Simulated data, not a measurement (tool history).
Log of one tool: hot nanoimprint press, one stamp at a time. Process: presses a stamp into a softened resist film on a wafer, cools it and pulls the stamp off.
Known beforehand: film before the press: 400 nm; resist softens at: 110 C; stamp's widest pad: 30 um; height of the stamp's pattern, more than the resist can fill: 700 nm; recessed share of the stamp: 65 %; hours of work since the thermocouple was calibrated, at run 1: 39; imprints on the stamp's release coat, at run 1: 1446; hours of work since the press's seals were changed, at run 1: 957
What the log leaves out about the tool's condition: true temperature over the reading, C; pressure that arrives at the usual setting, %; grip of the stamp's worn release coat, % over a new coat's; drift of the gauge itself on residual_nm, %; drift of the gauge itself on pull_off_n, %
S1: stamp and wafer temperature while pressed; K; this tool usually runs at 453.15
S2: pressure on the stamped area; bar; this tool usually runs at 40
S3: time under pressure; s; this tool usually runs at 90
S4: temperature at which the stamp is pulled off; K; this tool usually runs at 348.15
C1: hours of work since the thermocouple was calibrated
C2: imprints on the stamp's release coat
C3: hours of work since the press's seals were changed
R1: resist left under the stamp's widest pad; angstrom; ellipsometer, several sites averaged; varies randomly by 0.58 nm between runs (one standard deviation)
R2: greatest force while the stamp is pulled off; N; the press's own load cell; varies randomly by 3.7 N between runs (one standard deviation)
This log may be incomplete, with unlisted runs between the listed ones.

| run | hour | S1 | S2 | S3 | S4 | C1 | C2 | C3 | R1 | R2 |
|---|---|---|---|---|---|---|---|---|---|---|
| 1 | 0 | 453.15 | 40 | 90 | 348.15 | 39 | 1446 | 957 | 1558 | 183 |
|  | 48.6 | press's hydraulic seals changed and the load cell set to zero |
| 2 | 68.5 | 453.15 | 40 | 90 | 348.15 | 75 | 1666 | 12 | 1559 | 181 |
| 3 | 121.6 | 453.15 | 40 | 90 | 348.15 | 108 | 1858 | 44 | 1553 | 183 |
| 4 | 178.3 | 453.15 | 40 | 90 | 348.15 | 142 | 2064 | 79 | 1552 | 184 |
| 5 | 216.9 | 453.15 | 28.4 | 90 | 348.15 | 166 | 2205 | 102 | 1802 | 181 |
| 6 | 249.1 | 453.15 | 40 | 152 | 348.15 | 185 | 2322 | 122 | 1240 | 176 |
|  | 291.3 | stamp cleaned and given a new release coat |
| 7 | 291.3 | 465.15 | 40 | 90 | 348.15 | 207 | 0 | 144 | 976 | 181 |
| 8 | 348.9 | 465.15 | 40 | 90 | 348.15 | 243 | 210 | 179 | 980 | 184 |
| 9 | 397.4 | 453.15 | 40 | 90 | 348.15 | 272 | 386 | 209 | 1557 | 177 |
| 10 | 427.8 | 441.15 | 40 | 90 | 334.15 | 291 | 497 | 227 | 2482 | 222 |
| 11 | 476.1 | 441.15 | 47.7 | 72 | 334.15 | 320 | 672 | 257 | 2522 | 227 |
| 12 | 509.1 | 441.15 | 47.7 | 72 | 334.15 | 340 | 792 | 277 | 2501 | 227 |
| 13 | 562.8 | 443.15 | 40 | 58 | 348.15 | 373 | 987 | 309 | 2658 | 171 |
| 14 | 619.1 | 447.15 | 28.1 | 137 | 353.15 | 407 | 1192 | 344 | 1962 | 162 |
| 15 | 674.2 | 447.15 | 28.1 | 137 | 353.15 | 441 | 1392 | 377 | 1957 | 165 |
| 16 | 737.9 | 446.15 | 40 | 61 | 347.15 | 479 | 1623 | 416 | 2338 | 188 |
|  | 755 | plate thermocouple calibrated |
| 17 | 798 | 453.15 | 26.4 | 131 | 348.15 | 26 | 1831 | 451 | 1603 | 182 |

Each row is a separate what-if for the run after 17, all from the same tool condition, not one after another. Results?
| A | 838.9 | 453.15 | 40 | 123 | 353.15 | 51 | 1979 | 476 | ? | ? |
| B | 838.9 | 454.15 | 34.8 | 83 | 348.15 | 51 | 1979 | 476 | ? | ? |
| C | 838.9 | 460.15 | 26.4 | 68 | 334.15 | 51 | 1979 | 476 | ? | ? |
| D | 838.9 | 442.15 | 40 | 90 | 336.15 | 51 | 1979 | 476 | ? | ? |
| E | 838.9 | 453.15 | 40 | 90 | 347.15 | 51 | 1979 | 476 | ? | ? |

| run | R1 | R2 |
|---|---|---|
| A | 1358 | 164 |
| B | 1635 | 179 |
| C | 1614 | 220 |
| D | 2408 | 220 |
| E | 1559 | 183 |
Take away the tool's hidden state, keep each run's random variation, and the runs would have read:
| run | R1 | R2 |
|---|---|---|
| A | 1358 | 162 |
| B | 1635 | 177 |
| C | 1615 | 218 |
| D | 2408 | 218 |
| E | 1559 | 181 |
